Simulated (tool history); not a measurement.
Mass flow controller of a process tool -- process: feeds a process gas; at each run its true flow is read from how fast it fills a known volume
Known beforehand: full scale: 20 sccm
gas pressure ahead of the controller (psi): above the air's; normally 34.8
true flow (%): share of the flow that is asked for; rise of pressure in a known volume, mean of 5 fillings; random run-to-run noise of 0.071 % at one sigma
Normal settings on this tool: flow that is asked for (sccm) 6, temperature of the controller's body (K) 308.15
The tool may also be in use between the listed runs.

| run | hour | flow that is asked for (sccm) | gas pressure ahead of the controller (psi) | temperature of the controller's body (K) | true flow (%) |
|---|---|---|---|---|---|
| 1 | 0.0 | 6 | 34.8 | 308.15 | 101.01 |
| 2 | 64.2 | 6 | 34.8 | 308.15 | 101.10 |
| 3 | 125.7 | 6 | 34.8 | 308.15 | 101.10 |
| 4 | 184.8 | 6 | 34.8 | 304.15 | 101.08 |
| 5 | 232.8 | 16 | 34.8 | 304.15 | 100.59 |
| 6 | 336.1 | 16 | 34.8 | 304.15 | 100.67 |
| 7 | 380.6 | 6 | 34.8 | 308.15 | 101.19 |
| 8 | 478.8 | 6 | 34.8 | 308.15 | 101.24 |
| 9 | 554.0 | 17 | 34.8 | 308.15 | 100.61 |
| 10 | 609.4 | 2 | 31.8 | 304.15 | 103.85 |
| 11 | 685.1 | 15 | 21.2 | 308.15 | 101.53 |
| 12 | 752.2 | 15 | 21.2 | 308.15 | 101.51 |
| 13 | 849.4 | 2 | 31.2 | 305.15 | 104.23 |

Here are 3 independent what-if runs from the current tool condition. What would each one return?
| A | 954.3 | 8 | 34.8 | 294.15 | ? |
| B | 954.3 | 16 | 21.2 | 293.15 | ? |
| C | 954.3 | 2 | 22.3 | 305.15 | ? |

| run | true flow (%) |
|---|---|
| A | 100.79 |
| B | 101.27 |
| C | 104.69 |
What these runs would have given with no unlogged condition in the tool:
| run | true flow (%) |
|---|---|
| A | 99.21 |
| B | 100.23 |
| C | 99.88 |

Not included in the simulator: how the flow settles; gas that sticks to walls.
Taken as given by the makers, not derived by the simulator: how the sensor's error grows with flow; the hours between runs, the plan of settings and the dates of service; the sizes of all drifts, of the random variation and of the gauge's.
